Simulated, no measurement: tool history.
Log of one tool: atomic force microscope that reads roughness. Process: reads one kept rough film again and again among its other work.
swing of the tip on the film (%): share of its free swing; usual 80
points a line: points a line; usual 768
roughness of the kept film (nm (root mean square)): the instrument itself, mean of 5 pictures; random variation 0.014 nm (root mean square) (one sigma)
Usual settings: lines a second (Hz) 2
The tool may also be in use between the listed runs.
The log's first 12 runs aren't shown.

| run | hour | lines a second (Hz) | swing of the tip on the film (%) | points a line | pictures with this tip | hours of work since the height scale was calibrated | roughness of the kept film (nm (root mean square)) |
|---|---|---|---|---|---|---|---|
|  | 430.9 | new tip fitted |
| 13 | 472 | 2 | 84 | 768 | 76 | 307 | 2.441 |
|  | 512.7 | new tip fitted |
| 14 | 521.2 | 2 | 80 | 768 | 16 | 336 | 3.191 |
| 15 | 560.6 | 2 | 80 | 768 | 89 | 360 | 2.357 |
|  | 596.2 | new tip fitted |
| 16 | 603.4 | 2 | 80 | 768 | 13 | 385 | 3.19 |
| 17 | 651.3 | 2 | 80 | 768 | 102 | 413 | 2.318 |
|  | 677.4 | new tip fitted |
| 18 | 677.4 | 2 | 80 | 768 | 0 | 428 | 3.373 |
| 19 | 709.2 | 1.93 | 80 | 768 | 58 | 447 | 2.611 |
| 20 | 745.9 | 1.93 | 80 | 768 | 126 | 469 | 2.093 |
|  | 760.8 | new tip fitted |
| 21 | 782.7 | 1.43 | 80 | 768 | 40 | 491 | 2.924 |
| 22 | 828.4 | 1.43 | 80 | 768 | 124 | 518 | 2.181 |
|  | 844 | new tip fitted |
| 23 | 874.4 | 1.43 | 80 | 768 | 56 | 545 | 2.873 |
| 24 | 897.2 | 1.43 | 80 | 768 | 98 | 558 | 2.494 |
| 25 | 923.6 | 0.67 | 80 | 768 | 147 | 574 | 2.292 |
|  | 926.5 | new tip fitted |
| 26 | 954.5 | 2 | 80 | 768 | 52 | 592 | 2.649 |
| 27 | 1004.1 | 0.68 | 81 | 281 | 143 | 622 | 2.203 |
|  | 1011.1 | new tip fitted |
| 28 | 1040.6 | 0.7 | 80 | 257 | 54 | 643 | 2.926 |

The next listed run, before its measurement:
| 29 | 1073.2 | 2 | 84 | 768 | 114 | 662 | ? |

Run 29 gave roughness of the kept film (nm (root mean square)) 2.09.
Without the tool's hidden state the same run would have given roughness of the kept film (nm (root mean square)) 3.298.
